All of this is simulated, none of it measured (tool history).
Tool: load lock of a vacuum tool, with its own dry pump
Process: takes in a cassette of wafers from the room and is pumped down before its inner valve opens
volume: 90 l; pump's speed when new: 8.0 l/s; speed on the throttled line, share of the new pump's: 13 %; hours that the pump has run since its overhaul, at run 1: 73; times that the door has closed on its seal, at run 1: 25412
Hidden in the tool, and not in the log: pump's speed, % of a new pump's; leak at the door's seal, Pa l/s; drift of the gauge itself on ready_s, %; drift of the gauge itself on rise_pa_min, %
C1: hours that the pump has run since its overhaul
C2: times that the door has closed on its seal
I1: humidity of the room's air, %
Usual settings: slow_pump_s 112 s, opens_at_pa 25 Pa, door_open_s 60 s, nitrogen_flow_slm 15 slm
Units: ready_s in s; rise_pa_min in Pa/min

Run 1, hour 0: usual settings; C1 73; C2 25412; I1 47. Result: ready_s 192.2 s, rise_pa_min 0.093 Pa/min.
Run 2, hour 130.7: usual settings but opens_at_pa 22 Pa; C1 203; C2 25875; I1 44.2. Result: ready_s 194.1 s, rise_pa_min 0.092 Pa/min.
Run 3, hour 238.1: usual settings; C1 311; C2 26255; I1 43.4. Result: ready_s 192.4 s, rise_pa_min 0.102 Pa/min.
Run 4, hour 314.7: usual settings; C1 387; C2 26526; I1 46.8. Result: ready_s 193.4 s, rise_pa_min 0.096 Pa/min.
Run 5, hour 395.5: usual settings; C1 468; C2 26813; I1 45.6. Result: ready_s 193.3 s, rise_pa_min 0.102 Pa/min.
Run 6, hour 484.3: usual settings; C1 557; C2 27127; I1 49.3. Result: ready_s 193.2 s, rise_pa_min 0.101 Pa/min.
Run 7, hour 546.4: usual settings; C1 619; C2 27347; I1 44.8. Result: ready_s 191.4 s, rise_pa_min 0.098 Pa/min.
Run 8, hour 622.7: usual settings but slow_pump_s 194 s, opens_at_pa 21 Pa, door_open_s 100 s; C1 695; C2 27617; I1 44.4. Result: ready_s 266.5 s, rise_pa_min 0.11 Pa/min.
Run 9, hour 750.8: usual settings but slow_pump_s 168 s, door_open_s 29 s; C1 823; C2 28071; I1 46.2. Result: ready_s 241.7 s, rise_pa_min 0.102 Pa/min.
Run 10, hour 874.4: usual settings but opens_at_pa 35 Pa, nitrogen_flow_slm 8 slm; C1 947; C2 28509; I1 43.7. Result: ready_s 188.8 s, rise_pa_min 0.114 Pa/min.
Run 11, hour 1004.5: usual settings but slow_pump_s 70 s; C1 1077; C2 28970; I1 44.6. Result: ready_s 157.8 s, rise_pa_min 0.104 Pa/min.

Forecast run 12:
Run 12, hour 1111.1: usual settings but slow_pump_s 70 s; C1 1184; C2 29348; I1 46.9. Result: ready_s ?, rise_pa_min ?.

{"run 12": {"ready_s": 157, "rise_pa_min": 0.108}}
Without the tool's hidden state the same run would have given ready_s 154.7 s, rise_pa_min 0.016 Pa/min.
